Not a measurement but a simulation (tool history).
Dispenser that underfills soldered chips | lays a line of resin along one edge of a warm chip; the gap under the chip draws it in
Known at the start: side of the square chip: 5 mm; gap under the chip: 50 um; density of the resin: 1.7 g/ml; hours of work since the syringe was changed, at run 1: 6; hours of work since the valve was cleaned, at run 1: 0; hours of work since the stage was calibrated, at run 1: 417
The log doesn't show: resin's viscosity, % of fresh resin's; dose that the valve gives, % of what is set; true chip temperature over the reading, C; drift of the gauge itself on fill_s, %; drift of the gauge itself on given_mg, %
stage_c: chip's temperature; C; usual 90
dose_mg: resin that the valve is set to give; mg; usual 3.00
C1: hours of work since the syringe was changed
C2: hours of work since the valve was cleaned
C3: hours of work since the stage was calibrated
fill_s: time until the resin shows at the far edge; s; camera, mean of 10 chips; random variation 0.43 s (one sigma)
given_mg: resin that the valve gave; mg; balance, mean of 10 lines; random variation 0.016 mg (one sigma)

Run 1, hour 0.0: usual settings; C1 6; C2 0; C3 417. Result: fill_s 55.1 s, given_mg 2.98 mg.
At hour 1.5: new syringe of resin.
Run 2, hour 6.6: usual settings but stage_c 84 C; C1 4; C2 5; C3 421. Result: fill_s 62.2 s, given_mg 2.98 mg.
At hour 10.7: new syringe of resin.
At hour 19.7: new syringe of resin.
Run 3, hour 20.4: usual settings; C1 1; C2 15; C3 431. Result: fill_s 34.9 s, given_mg 2.95 mg.
At hour 28.8: new syringe of resin.
Run 4, hour 31.5: usual settings; C1 2; C2 23; C3 440. Result: fill_s 39.7 s, given_mg 2.96 mg.
At hour 38.0: new syringe of resin.
Run 5, hour 45.4: usual settings but stage_c 85 C; C1 6; C2 33; C3 450. Result: fill_s 65.4 s, given_mg 2.92 mg.
At hour 47.1: new syringe of resin.
At hour 55.9: new syringe of resin.
Run 6, hour 57.3: usual settings but stage_c 85 C; C1 1; C2 42; C3 459. Result: fill_s 46.0 s, given_mg 2.88 mg.
At hour 65.4: new syringe of resin.
Run 7, hour 66.3: usual settings but dose_mg 3.37 mg; C1 1; C2 49; C3 465. Result: fill_s 34.6 s, given_mg 3.24 mg.
At hour 74.7: new syringe of resin.
Run 8, hour 78.7: usual settings but stage_c 88 C; C1 3; C2 58; C3 474. Result: fill_s 47.3 s, given_mg 2.84 mg.
At hour 84.1: new syringe of resin.
At hour 88.8: dispensing valve cleaned and set on the balance.
At hour 94.0: new syringe of resin.
Run 9, hour 94.0: usual settings but stage_c 96 C; C1 0; C2 4; C3 485. Result: fill_s 25.3 s, given_mg 2.99 mg.
Run 10, hour 100.4: usual settings but stage_c 76 C; C1 5; C2 9; C3 490. Result: fill_s 97.9 s, given_mg 2.97 mg.
At hour 102.8: new syringe of resin.
At hour 111.7: new syringe of resin.
Run 11, hour 112.4: usual settings; C1 1; C2 17; C3 498. Result: fill_s 35.8 s, given_mg 2.98 mg.
At hour 120.8: new syringe of resin.
Run 12, hour 126.9: usual settings but stage_c 89 C, dose_mg 3.68 mg; C1 5; C2 28; C3 509. Result: fill_s 48.5 s, given_mg 3.62 mg.
At hour 130.0: new syringe of resin.
At hour 139.4: new syringe of resin.
Run 13, hour 139.6: usual settings but stage_c 81 C, dose_mg 2.91 mg; C1 0; C2 37; C3 518. Result: fill_s 53.3 s, given_mg 2.81 mg.
At hour 148.8: new syringe of resin.
Run 14, hour 149.8: usual settings but stage_c 82 C, dose_mg 2.80 mg; C1 1; C2 45; C3 526. Result: fill_s 54.0 s, given_mg 2.69 mg.

Run 15 comes next. What will it give?
At hour 158.2: new syringe of resin.
Run 15, hour 158.2: usual settings but dose_mg 3.36 mg; C1 0; C2 51; C3 532. Result: fill_s ?, given_mg ?.

{"run 15": {"fill_s": 32.7, "given_mg": 3.21}}
Without the tool's hidden state the same run would have given fill_s 29.5 s, given_mg 3.36 mg.
